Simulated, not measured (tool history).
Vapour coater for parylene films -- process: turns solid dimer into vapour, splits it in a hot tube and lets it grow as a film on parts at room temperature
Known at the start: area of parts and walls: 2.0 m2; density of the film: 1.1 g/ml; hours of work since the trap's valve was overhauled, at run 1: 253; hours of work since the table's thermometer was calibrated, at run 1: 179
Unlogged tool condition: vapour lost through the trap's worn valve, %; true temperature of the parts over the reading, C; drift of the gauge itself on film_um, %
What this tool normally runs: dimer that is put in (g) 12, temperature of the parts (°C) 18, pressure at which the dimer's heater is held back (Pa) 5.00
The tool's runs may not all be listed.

run     day  dimer that is put in (g)  temperature of the parts (°C)  pressure at which the dimer's heater is held back (Pa)  hours of work since the trap's valve was overhauled  hours of work since the table's thermometer was calibrated  thickness of the film (um)
  1   0.000                        12                             18                                                    5.00                                                  253                                                         179                        4.18
  2   0.767                        12                             18                                                    5.00                                                  265                                                         191                        4.20
  3   1.588                        12                             18                                                    2.46                                                  277                                                         203                        4.90
  4   2.262                        12                             18                                                    2.46                                                  288                                                         214                        4.91
  5   2.679                        12                             18                                                    2.46                                                  294                                                         220                        4.93
  6   3.429                        12                             18                                                    2.46                                                  306                                                         232                        4.93
      4.392  -- trap's valve overhauled
  7   4.425                        19                             18                                                    2.46                                                    1                                                         244                        7.82
  8   5.317                        19                             18                                                    2.46                                                   14                                                         258                        7.85
  9   6.042                        12                             18                                                    2.38                                                   25                                                         269                        5.03
 10   6.692                        12                             18                                                    5.00                                                   35                                                         279                        4.25
 11   7.392                        12                             18                                                    5.00                                                   46                                                         290                        4.22
 12   8.038                         9                             18                                                    5.00                                                   56                                                         300                        3.18
 13   8.496                        12                             18                                                    5.00                                                   63                                                         307                        4.25
 14   9.346                        13                             12                                                    2.59                                                   76                                                         320                        5.89
 15   9.904                        13                             12                                                    2.59                                                   85                                                         329                        5.88
 16  10.433                        13                             12                                                    2.59                                                   93                                                         337                        5.88

Run 17, settings as shown, results not yet in. Your forecast:
 17  11.062                         9                             21                                                   11.58                                                  103                                                         347                           ?

{"run 17": {"thickness of the film (um)": 2.34}}
With the hidden condition absent and the run-to-run variation left alone, this run would have shown thickness of the film (um) 2.30.

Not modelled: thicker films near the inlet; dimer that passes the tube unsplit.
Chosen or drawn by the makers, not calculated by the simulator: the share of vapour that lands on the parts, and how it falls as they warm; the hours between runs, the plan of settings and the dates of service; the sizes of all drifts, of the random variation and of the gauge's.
